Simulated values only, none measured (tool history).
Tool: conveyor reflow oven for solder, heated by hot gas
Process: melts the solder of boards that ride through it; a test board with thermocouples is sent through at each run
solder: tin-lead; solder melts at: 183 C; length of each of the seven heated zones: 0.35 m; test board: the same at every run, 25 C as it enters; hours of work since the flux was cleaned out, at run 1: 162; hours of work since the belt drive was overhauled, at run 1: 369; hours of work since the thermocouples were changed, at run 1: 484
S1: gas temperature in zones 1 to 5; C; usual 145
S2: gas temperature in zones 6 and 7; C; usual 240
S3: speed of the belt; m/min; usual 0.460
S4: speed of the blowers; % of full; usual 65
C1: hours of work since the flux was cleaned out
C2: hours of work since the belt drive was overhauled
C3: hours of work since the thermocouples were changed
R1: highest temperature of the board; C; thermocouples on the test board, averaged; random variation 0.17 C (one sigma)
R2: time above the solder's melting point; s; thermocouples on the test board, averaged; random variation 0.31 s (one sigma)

| run | day | S1 | S2 | S3 | S4 | C1 | C2 | C3 | R1 | R2 |
|---|---|---|---|---|---|---|---|---|---|---|
| 1 | 0.000 | 145 | 240 | 0.460 | 65 | 162 | 369 | 484 | 222.1 | 75.7 |
| 2 | 0.562 | 145 | 240 | 0.460 | 65 | 173 | 379 | 494 | 222.0 | 75.2 |
| 3 | 1.092 | 136 | 240 | 0.460 | 65 | 183 | 389 | 504 | 219.8 | 70.0 |
| 4 | 1.704 | 136 | 240 | 0.460 | 65 | 194 | 401 | 516 | 219.8 | 70.0 |
| 5 | 2.496 | 136 | 240 | 0.460 | 65 | 209 | 415 | 531 | 219.8 | 70.1 |
| 6 | 3.262 | 136 | 240 | 0.460 | 65 | 223 | 430 | 545 | 219.9 | 69.8 |
| 7 | 4.158 | 136 | 240 | 0.460 | 65 | 240 | 447 | 562 | 219.7 | 69.5 |
| 8 | 4.788 | 136 | 240 | 0.460 | 65 | 252 | 458 | 574 | 219.7 | 69.6 |
|  | 5.496 | flux residue cleaned out of gas plates and filters |
| 9 | 5.800 | 136 | 240 | 0.460 | 65 | 6 | 473 | 589 | 222.0 | 72.3 |
| 10 | 6.542 | 136 | 240 | 0.460 | 65 | 20 | 487 | 603 | 221.8 | 72.0 |
|  | 6.754 | belt drive overhauled, speed set with a stopwatch |
| 11 | 7.350 | 150 | 240 | 0.460 | 65 | 32 | 11 | 615 | 224.9 | 81.7 |
| 12 | 7.783 | 145 | 240 | 0.460 | 65 | 40 | 19 | 623 | 224.0 | 78.1 |
| 13 | 8.429 | 145 | 240 | 0.460 | 65 | 52 | 31 | 635 | 223.9 | 78.0 |
|  | 8.896 | thermocouples of zones 6 and 7 changed |
| 14 | 9.196 | 145 | 240 | 0.460 | 65 | 65 | 44 | 6 | 222.1 | 77.3 |
| 15 | 9.817 | 145 | 240 | 0.460 | 65 | 76 | 56 | 17 | 222.3 | 77.0 |
| 16 | 10.575 | 145 | 240 | 0.460 | 65 | 91 | 70 | 31 | 222.2 | 76.7 |
| 17 | 11.108 | 155 | 253 | 0.541 | 65 | 101 | 80 | 42 | 229.4 | 73.7 |
|  | 11.742 | belt drive overhauled, speed set with a stopwatch, once more |
| 18 | 12.046 | 155 | 244 | 0.410 | 65 | 115 | 6 | 56 | 230.4 | 97.3 |
| 19 | 12.612 | 155 | 244 | 0.376 | 65 | 126 | 16 | 67 | 232.7 | 107.2 |
| 20 | 13.342 | 155 | 244 | 0.458 | 79 | 139 | 30 | 80 | 229.6 | 86.4 |
| 21 | 14.142 | 141 | 244 | 0.458 | 79 | 154 | 45 | 95 | 227.3 | 78.4 |
| 22 | 14.850 | 146 | 242 | 0.460 | 88 | 168 | 58 | 109 | 228.0 | 80.7 |
| 23 | 15.312 | 146 | 242 | 0.460 | 88 | 176 | 67 | 117 | 227.7 | 79.8 |
| 24 | 16.267 | 155 | 250 | 0.419 | 75 | 194 | 85 | 135 | 236.3 | 98.6 |
| 25 | 16.979 | 145 | 241 | 0.406 | 65 | 208 | 98 | 149 | 225.9 | 89.6 |
| 26 | 17.942 | 145 | 241 | 0.406 | 86 | 226 | 116 | 167 | 229.6 | 92.6 |
| 27 | 18.746 | 145 | 240 | 0.426 | 70 | 241 | 131 | 182 | 224.6 | 84.0 |
| 28 | 19.500 | 145 | 240 | 0.426 | 70 | 255 | 146 | 196 | 224.1 | 83.6 |
|  | 20.121 | flux residue cleaned out of gas plates and filters |
| 29 | 20.550 | 145 | 240 | 0.505 | 83 | 8 | 161 | 212 | 223.7 | 69.7 |
| 30 | 21.329 | 145 | 243 | 0.484 | 83 | 23 | 176 | 226 | 227.6 | 76.3 |

Some steps in R1 between neighbouring runs. How much of each would the tool show without its hidden state too (settings, what came in, random variation), and how much is left for the hidden state, with any gauge scatter that isn't in both results?
The hidden state here: heat that the gas passes to the board, % of a clean oven's; belt's true speed, % of the reading; true gas temperature in zones 6 and 7 over the reading, C; drift of the gauge itself on peak_c, C; drift of the gauge itself on liquid_s, %.
Run 8 -> 9: flux residue cleaned out of gas plates and filters. R1 +2.3 C: hidden state +2.4, all else -0.1.
Run 13 -> 14: thermocouples of zones 6 and 7 changed. R1 -1.8 C: hidden state -1.6, all else -0.2.
Run 16 -> 17: S1 145 -> 155, S2 240 -> 253, S3 0.460 -> 0.541. R1 +7.2 C: hidden state -0.1, all else +7.3.
Run 23 -> 24: S1 146 -> 155, S2 242 -> 250, S3 0.460 -> 0.419, S4 88 -> 75. R1 +8.6 C: hidden state +0.2, all else +8.4.
Run 24 -> 25: S1 155 -> 145, S2 250 -> 241, S3 0.419 -> 0.406, S4 75 -> 65. R1 -10.4 C: hidden state +0.0, all else -10.4.
Run 28 -> 29: S3 0.426 -> 0.505, S4 70 -> 83, flux residue cleaned out of gas plates and filters. R1 -0.4 C: hidden state +1.9, all else -2.3.
